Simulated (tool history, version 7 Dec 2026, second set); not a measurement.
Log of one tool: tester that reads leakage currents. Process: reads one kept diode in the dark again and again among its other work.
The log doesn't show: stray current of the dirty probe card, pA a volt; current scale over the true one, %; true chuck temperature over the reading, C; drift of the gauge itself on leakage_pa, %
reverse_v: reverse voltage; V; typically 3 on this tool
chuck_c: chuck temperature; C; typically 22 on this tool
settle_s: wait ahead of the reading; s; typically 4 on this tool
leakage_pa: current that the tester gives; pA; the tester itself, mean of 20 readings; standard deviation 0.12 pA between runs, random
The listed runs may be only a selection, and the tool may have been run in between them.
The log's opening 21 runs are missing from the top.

| run | day | reverse_v | chuck_c | settle_s | hours of work since the probe card was cleaned | hours of work since the tester was calibrated | hours of work since the chuck was calibrated | leakage_pa |
|---|---|---|---|---|---|---|---|---|
| 22 | 86.646 | 6.91 | 41 | 4 | 2176 | 4334 | 726 | 279.38 |
| 23 | 91.788 | 3.34 | 41 | 4 | 2258 | 4416 | 808 | 207.37 |
| 24 | 94.396 | 8.47 | 54 | 2.7 | 2300 | 4457 | 850 | 826.8 |
| 25 | 96.912 | 3 | 22 | 6.96 | 2340 | 4498 | 890 | 40.26 |
| 26 | 101.025 | 3 | 22 | 6.96 | 2405 | 4563 | 955 | 40.98 |
|  | 101.675 | probe card cleaned and baked |
| 27 | 103.633 | 14.25 | 22 | 4 | 31 | 4603 | 995 | 77.91 |
| 28 | 108.046 | 14.25 | 22 | 4 | 102 | 4673 | 1065 | 78.82 |
| 29 | 111.142 | 14.25 | 22 | 4 | 151 | 4723 | 1115 | 78.63 |
| 30 | 116.412 | 14.25 | 22 | 4 | 235 | 4807 | 1199 | 80.2 |
| 31 | 120.617 | 14.25 | 22 | 4 | 302 | 4874 | 1266 | 80.62 |
| 32 | 125.958 | 3 | 24 | 4 | 387 | 4959 | 1351 | 49.83 |
| 33 | 128.9 | 9.94 | 40 | 4.89 | 434 | 5006 | 1398 | 318.96 |
| 34 | 131.292 | 9.94 | 40 | 4.89 | 472 | 5044 | 1436 | 318.57 |
|  | 131.867 | chuck's temperature calibrated |
| 35 | 135.629 | 15.55 | 29 | 2.73 | 540 | 5112 | 60 | 137.5 |
| 36 | 139.483 | 5.93 | 55 | 6.78 | 602 | 5173 | 121 | 720.78 |
| 37 | 143.179 | 5.93 | 55 | 6.78 | 661 | 5232 | 180 | 728.29 |
| 38 | 145.525 | 3.35 | 28 | 4 | 698 | 5270 | 218 | 66.33 |
|  | 148.292 | tester calibrated |
| 39 | 150.883 | 3 | 22 | 0.7 | 782 | 41 | 302 | 38.63 |
| 40 | 153.296 | 11.78 | 55 | 0.7 | 821 | 80 | 340 | 978.15 |

Branching from run 40: 4 alternative next runs. What would each branch give?
| A | 156.983 | 14.53 | 37 | 0.54 | 880 | 139 | 399 | ? |
| B | 156.983 | 2.83 | 22 | 0.45 | 880 | 139 | 399 | ? |
| C | 156.983 | 1.44 | 43 | 5.44 | 880 | 139 | 399 | ? |
| D | 156.983 | 1.5 | 22 | 4 | 880 | 139 | 399 | ? |

| run | leakage_pa |
|---|---|
| A | 273.69 |
| B | 39.06 |
| C | 162.76 |
| D | 28.15 |
With no hidden state in the tool, these same runs would have given:
| run | leakage_pa |
|---|---|
| A | 260.79 |
| B | 37.03 |
| C | 155.76 |
| D | 26.68 |
